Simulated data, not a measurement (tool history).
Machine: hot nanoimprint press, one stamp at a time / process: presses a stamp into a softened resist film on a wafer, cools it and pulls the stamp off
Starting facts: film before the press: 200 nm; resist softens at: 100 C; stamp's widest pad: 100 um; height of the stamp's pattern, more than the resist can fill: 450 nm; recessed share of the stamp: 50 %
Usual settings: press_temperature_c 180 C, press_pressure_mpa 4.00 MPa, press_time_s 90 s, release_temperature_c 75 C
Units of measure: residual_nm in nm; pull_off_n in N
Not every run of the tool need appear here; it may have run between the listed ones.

run   hour  press_temperature_c  press_pressure_mpa  press_time_s  release_temperature_c  residual_nm  pull_off_n
  1    0.0                  180                4.00            90                     75         94.0         180
  2   20.6                  180                4.00            90                     75         93.2         183
  3   33.9                  180                4.00            90                     75         93.5         181
  4   52.2                  180                4.00            90                     75         93.4         180
  5   69.4                  180                5.15            90                     75         82.8         182
  6   87.4                  168                4.00            90                     75        134.8         178
  7  104.8                  168                4.00            90                     75        134.9         181
  8  126.7                  168                4.00            90                     75        134.3         188
  9  142.1                  168                4.00            90                     75        134.6         192
 10  160.6                  180                3.23            90                     75        103.2         177
 11  177.0                  180                4.00            90                     75         93.8         183
 12  201.3                  180                4.00            90                     75         93.5         190
 13  220.9                  180                4.00            90                     72         93.7         196
 14  235.9                  180                4.00            90                     75         93.8         187
 15  247.9                  168                4.00            90                     75        134.3         188
 16  269.4                  168                4.00            90                     75        134.5         185
 17  281.6                  168                4.00            90                     75        134.4         190
 18  304.7                  191                3.52            58                     66         84.9         212
 19  314.6                  178                4.07           127                     73         87.5         187
 20  329.5                  178                4.07           127                     73         87.8         189
 21  344.7                  178                4.07           127                     73         87.8         196
 22  363.8                  178                3.50           127                     73         94.1         197
     380.1  -- stamp cleaned and given a new release coat
 23  386.3                  186                4.00            90                     81         77.8         165
 24  402.6                  186                4.00            90                     81         77.9         168
 25  425.0                  186                4.00            90                     81         77.9         171
 26  448.7                  175                4.00            90                     62        109.1         215
 27  468.9                  179                4.00           100                     75         93.2         187

Alternative continuations, all from the tool just after run 27; predict every row:
  A  479.6                  185                4.72           115                     75            ?           ?
  B  479.6                  185                4.48           100                     62            ?           ?
  C  479.6                  173                2.44           100                     75            ?           ?

run  residual_nm  pull_off_n
  A         67.3         184
  B         73.0         218
  C        135.9         182
Stripped of hidden state, with their random variation kept, the same runs would have yielded:
run  residual_nm  pull_off_n
  A         67.3         183
  B         73.0         217
  C        135.9         182
